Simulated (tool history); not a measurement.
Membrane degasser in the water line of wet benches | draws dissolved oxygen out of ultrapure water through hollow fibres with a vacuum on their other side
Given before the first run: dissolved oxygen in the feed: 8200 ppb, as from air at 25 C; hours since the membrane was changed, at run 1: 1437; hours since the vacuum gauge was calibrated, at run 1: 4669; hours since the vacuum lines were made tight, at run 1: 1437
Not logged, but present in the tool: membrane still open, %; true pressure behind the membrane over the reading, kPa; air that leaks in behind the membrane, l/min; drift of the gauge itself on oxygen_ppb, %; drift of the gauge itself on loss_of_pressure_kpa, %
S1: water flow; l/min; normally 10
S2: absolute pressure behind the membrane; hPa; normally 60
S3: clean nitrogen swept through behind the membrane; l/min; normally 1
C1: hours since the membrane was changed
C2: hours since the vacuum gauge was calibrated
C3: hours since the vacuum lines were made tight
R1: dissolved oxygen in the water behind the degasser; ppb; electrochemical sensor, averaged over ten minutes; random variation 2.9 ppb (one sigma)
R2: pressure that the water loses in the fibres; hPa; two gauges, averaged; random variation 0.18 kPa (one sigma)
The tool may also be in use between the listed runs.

| run | day | S1 | S2 | S3 | C1 | C2 | C3 | R1 | R2 |
|---|---|---|---|---|---|---|---|---|---|
| 1 | 0 | 10 | 60 | 1 | 1437 | 4669 | 1437 | 287.8 | 345 |
| 2 | 4.133 | 7 | 60 | 1 | 1536 | 4769 | 1536 | 145.2 | 243.6 |
| 3 | 8.958 | 7 | 60 | 1 | 1652 | 4884 | 1652 | 145.6 | 241 |
| 4 | 14.225 | 7 | 60 | 1 | 1778 | 5011 | 1778 | 144.9 | 243.3 |
| 5 | 17.921 | 7 | 88.8 | 1 | 1867 | 5099 | 1867 | 190.5 | 242.7 |
| 6 | 21.617 | 10 | 60 | 1 | 1956 | 5188 | 1956 | 278.8 | 347.1 |
| 7 | 25.417 | 10 | 60 | 1 | 2047 | 5279 | 2047 | 289.8 | 345.4 |
| 8 | 29.3 | 10 | 60 | 1 | 2140 | 5373 | 2140 | 286.8 | 346.7 |
|  | 32.942 | vacuum gauge calibrated |
| 9 | 34.533 | 10 | 60 | 1 | 2265 | 38 | 2265 | 291.4 | 347.2 |
| 10 | 39.488 | 10 | 60 | 1 | 2384 | 157 | 2384 | 283.6 | 350.2 |
| 11 | 44.35 | 10 | 60 | 1.26 | 2501 | 274 | 2501 | 276.5 | 347.4 |
| 12 | 46.888 | 10 | 60 | 1.26 | 2562 | 335 | 2562 | 270 | 349.7 |
| 13 | 51.025 | 10 | 60 | 1.96 | 2661 | 434 | 2661 | 257.5 | 343.2 |
| 14 | 55.121 | 10 | 60 | 1.96 | 2759 | 532 | 2759 | 262.1 | 346.8 |
| 15 | 59.988 | 12 | 60 | 1 | 2876 | 649 | 2876 | 395 | 417.5 |
| 16 | 62.146 | 10 | 60 | 1 | 2928 | 701 | 2928 | 284 | 342.7 |
| 17 | 66.971 | 10 | 60 | 1 | 3044 | 817 | 3044 | 289.9 | 345.9 |
| 18 | 70 | 13 | 97.6 | 0.41 | 3116 | 889 | 3116 | 752.6 | 450.6 |
| 19 | 73.592 | 13 | 97.6 | 0.41 | 3203 | 976 | 3203 | 765.5 | 453.5 |
| 20 | 76.888 | 8 | 97.6 | 0.69 | 3282 | 1055 | 3282 | 310.4 | 275.6 |
| 21 | 81.421 | 12 | 60 | 1.16 | 3391 | 1164 | 3391 | 389.5 | 416.1 |
| 22 | 86.05 | 8 | 105.1 | 1.39 | 3502 | 1275 | 3502 | 238.3 | 280.1 |
| 23 | 88.571 | 9 | 105.1 | 2.45 | 3562 | 1335 | 3562 | 242 | 306.5 |
| 24 | 92.292 | 14 | 60 | 1.06 | 3651 | 1424 | 3651 | 495.9 | 487.6 |
| 25 | 97.475 | 6 | 140.8 | 2.99 | 3776 | 1549 | 3776 | 120.9 | 209.5 |
| 26 | 99.925 | 6 | 140.8 | 2.99 | 3835 | 1608 | 3835 | 119.2 | 207.4 |
| 27 | 102.829 | 9 | 69 | 1 | 3904 | 1677 | 3904 | 256.9 | 314.6 |
| 28 | 106.921 | 9 | 136.8 | 0.76 | 4003 | 1776 | 4003 | 458.7 | 313.9 |
| 29 | 110.842 | 7 | 136.8 | 0.9 | 4097 | 1870 | 4097 | 283.9 | 242.8 |
| 30 | 114.846 | 7 | 136.8 | 0.9 | 4193 | 1966 | 4193 | 287.3 | 243.6 |
| 31 | 118.446 | 10 | 82.6 | 1.23 | 4279 | 2052 | 4279 | 314.8 | 345.4 |

Branching from run 31: 4 alternative next runs. What would each branch give?
|  | 122.7 | seals of the vacuum lines changed |
| A | 123.55 | 14 | 83 | 0.51 | 4400 | 2173 | 20 | ? | ? |
|  | 122.7 | seals of the vacuum lines changed |
| B | 123.55 | 10 | 66.2 | 2.2 | 4400 | 2173 | 20 | ? | ? |
|  | 122.7 | seals of the vacuum lines changed |
| C | 123.55 | 10 | 60 | 1 | 4400 | 2173 | 20 | ? | ? |
|  | 122.7 | seals of the vacuum lines changed |
| D | 123.55 | 10 | 46.3 | 1.23 | 4400 | 2173 | 20 | ? | ? |

| run | R1 | R2 |
|---|---|---|
| A | 694.6 | 486.4 |
| B | 262.3 | 346 |
| C | 291 | 347.3 |
| D | 252.3 | 347.7 |
Without the tool's hidden state the same runs would have given:
| run | R1 | R2 |
|---|---|---|
| A | 693.4 | 486 |
| B | 261.5 | 345.7 |
| C | 290.2 | 346.9 |
| D | 251.5 | 347.4 |
